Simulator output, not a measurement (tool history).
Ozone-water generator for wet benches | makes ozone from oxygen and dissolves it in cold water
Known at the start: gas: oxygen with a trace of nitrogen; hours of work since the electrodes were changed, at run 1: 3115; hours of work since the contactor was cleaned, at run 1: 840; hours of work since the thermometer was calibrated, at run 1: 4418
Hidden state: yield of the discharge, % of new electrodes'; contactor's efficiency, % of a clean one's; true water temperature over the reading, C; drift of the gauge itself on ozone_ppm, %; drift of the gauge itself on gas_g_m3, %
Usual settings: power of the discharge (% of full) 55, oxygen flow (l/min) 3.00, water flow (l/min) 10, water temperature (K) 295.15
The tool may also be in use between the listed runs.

run,hour,power of the discharge (% of full),oxygen flow (l/min),water flow (l/min),water temperature (K),hours of work since the electrodes were changed,hours of work since the contactor was cleaned,hours of work since the thermometer was calibrated,dissolved ozone (ppm),ozone in the gas ahead of the water (g/m3)
1,0.0,55,3.00,10,295.15,3115,840,4418,22.2,181.3
2,102.2,55,3.00,10,295.15,3191,915,4494,23.0,180.9
3,170.9,55,3.00,10,295.15,3242,966,4545,22.8,179.7
4,236.5,55,3.00,10,295.15,3290,1015,4593,22.5,179.7
5,326.1,55,3.00,10,295.15,3356,1081,4660,22.5,181.8
6,409.2,55,3.00,10,295.15,3418,1142,4721,22.7,181.4
7,470.1,55,3.00,10,295.15,3463,1187,4766,22.7,180.7
8,595.4,55,3.00,10,295.15,3556,1280,4859,22.3,180.9
9,674.9,55,3.00,10,295.15,3614,1339,4918,22.6,178.8
# hour 770.6: water thermometer calibrated
10,775.5,55,3.00,10,295.15,3689,1413,4,22.3,181.2
11,858.2,55,3.00,10,295.15,3750,1474,65,22.7,179.7
12,933.2,55,3.87,10,295.15,3805,1530,120,20.9,150.3
13,1055.9,55,3.00,10,295.15,3896,1620,211,22.6,179.5
14,1130.7,55,3.00,10,295.15,3951,1676,266,22.5,180.2
15,1196.4,55,3.00,10,295.15,4000,1724,315,22.6,180.1
16,1273.2,55,3.00,10,295.15,4057,1781,372,22.8,179.3
17,1326.7,55,3.00,10,295.15,4096,1821,411,22.4,179.0
18,1420.6,55,1.92,10,292.15,4166,1890,481,25.2,245.1
19,1480.3,42,1.92,10,288.15,4210,1934,525,20.8,193.3
20,1587.0,42,5.09,10,292.15,4289,2013,604,16.3,97.9
21,1686.6,42,5.09,10,292.15,4363,2087,678,16.3,99.4
22,1774.7,42,1.91,8,288.15,4428,2152,743,24.1,193.4
23,1834.2,76,3.00,11,289.15,4472,2196,787,31.1,236.9
24,1954.0,55,3.00,11,295.15,4560,2285,876,21.2,177.2
25,2081.4,55,3.00,11,295.15,4655,2379,970,21.1,176.9

The next listed run, before its measurement:
26,2135.1,55,3.00,8,295.15,4694,2419,1010,?,?

dissolved ozone (ppm): 25.5
ozone in the gas ahead of the water (g/m3): 177.5
Without the tool's hidden state the same run would have given dissolved ozone (ppm) 25.5, ozone in the gas ahead of the water (g/m3) 180.8.

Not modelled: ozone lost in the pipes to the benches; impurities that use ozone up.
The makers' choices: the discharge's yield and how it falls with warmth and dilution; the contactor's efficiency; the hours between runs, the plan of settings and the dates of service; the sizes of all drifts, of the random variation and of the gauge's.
